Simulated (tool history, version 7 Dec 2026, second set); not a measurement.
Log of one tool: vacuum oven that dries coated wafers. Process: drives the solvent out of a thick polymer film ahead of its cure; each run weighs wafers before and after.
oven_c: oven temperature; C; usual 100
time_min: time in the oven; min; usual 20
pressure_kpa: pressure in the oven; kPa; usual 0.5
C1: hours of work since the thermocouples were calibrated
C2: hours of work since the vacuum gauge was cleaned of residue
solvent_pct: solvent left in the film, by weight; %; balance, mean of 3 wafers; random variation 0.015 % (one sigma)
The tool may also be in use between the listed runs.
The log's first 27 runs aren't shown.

run 28 hour=297.7 | oven_c=100 time_min=11 pressure_kpa=0.498 | C1=1234 C2=411 | solvent_pct=4.15
run 29 hour=309.2 | oven_c=98 time_min=13 pressure_kpa=1.204 | C1=1241 C2=418 | solvent_pct=4.14
run 30 hour=321.2 | oven_c=97 time_min=28 pressure_kpa=0.284 | C1=1247 C2=424 | solvent_pct=1.56
run 31 hour=332.8 | oven_c=99 time_min=12 pressure_kpa=0.317 | C1=1253 C2=430 | solvent_pct=4.01
run 32 hour=344.7 | oven_c=97 time_min=17 pressure_kpa=0.326 | C1=1260 C2=437 | solvent_pct=3.24
run 33 hour=355.6 | oven_c=97 time_min=11 pressure_kpa=1.002 | C1=1265 C2=442 | solvent_pct=4.95
run 34 hour=365.4 | oven_c=89 time_min=20 pressure_kpa=1.652 | C1=1271 C2=448 | solvent_pct=4.96
run 35 hour=371.4 | oven_c=98 time_min=31 pressure_kpa=1.277 | C1=1274 C2=451 | solvent_pct=1.33
run 36 hour=383.3 | oven_c=100 time_min=26 pressure_kpa=0.344 | C1=1280 C2=457 | solvent_pct=1.26
run 37 hour=397.3 | oven_c=99 time_min=16 pressure_kpa=0.5 | C1=1288 C2=465 | solvent_pct=3.02
run 38 hour=406 | oven_c=98 time_min=27 pressure_kpa=1.595 | C1=1292 C2=469 | solvent_pct=1.72
run 39 hour=420.2 | oven_c=97 time_min=26 pressure_kpa=0.271 | C1=1300 C2=477 | solvent_pct=1.8
run 40 hour=431.4 | oven_c=97 time_min=26 pressure_kpa=0.271 | C1=1306 C2=483 | solvent_pct=1.78
run 41 hour=437.5 | oven_c=97 time_min=26 pressure_kpa=0.271 | C1=1309 C2=486 | solvent_pct=1.79
run 42 hour=449.5 | oven_c=101 time_min=26 pressure_kpa=0.658 | C1=1316 C2=493 | solvent_pct=1.15
run 43 hour=458.3 | oven_c=101 time_min=26 pressure_kpa=0.658 | C1=1320 C2=497 | solvent_pct=1.14

5 ways to go on from here, each from the tool as it stands after run 43. What would each give?
run A hour=464.4 | oven_c=112 time_min=30 pressure_kpa=0.303 | C1=1324 C2=501 | solvent_pct=?
run B hour=464.4 | oven_c=100 time_min=17 pressure_kpa=0.5 | C1=1324 C2=501 | solvent_pct=?
run C hour=464.4 | oven_c=92 time_min=11 pressure_kpa=0.291 | C1=1324 C2=501 | solvent_pct=?
run D hour=464.4 | oven_c=97 time_min=11 pressure_kpa=0.723 | C1=1324 C2=501 | solvent_pct=?
run E hour=464.4 | oven_c=92 time_min=20 pressure_kpa=0.5 | C1=1324 C2=501 | solvent_pct=?

run=A solvent_pct=0.08
run=B solvent_pct=2.56
run=C solvent_pct=5.98
run=D solvent_pct=4.91
run=E solvent_pct=3.98
Without the tool's hidden state the same runs would have given:
run=A solvent_pct=0.1
run=B solvent_pct=2.85
run=C solvent_pct=6.24
run=D solvent_pct=5.2
run=E solvent_pct=4.29
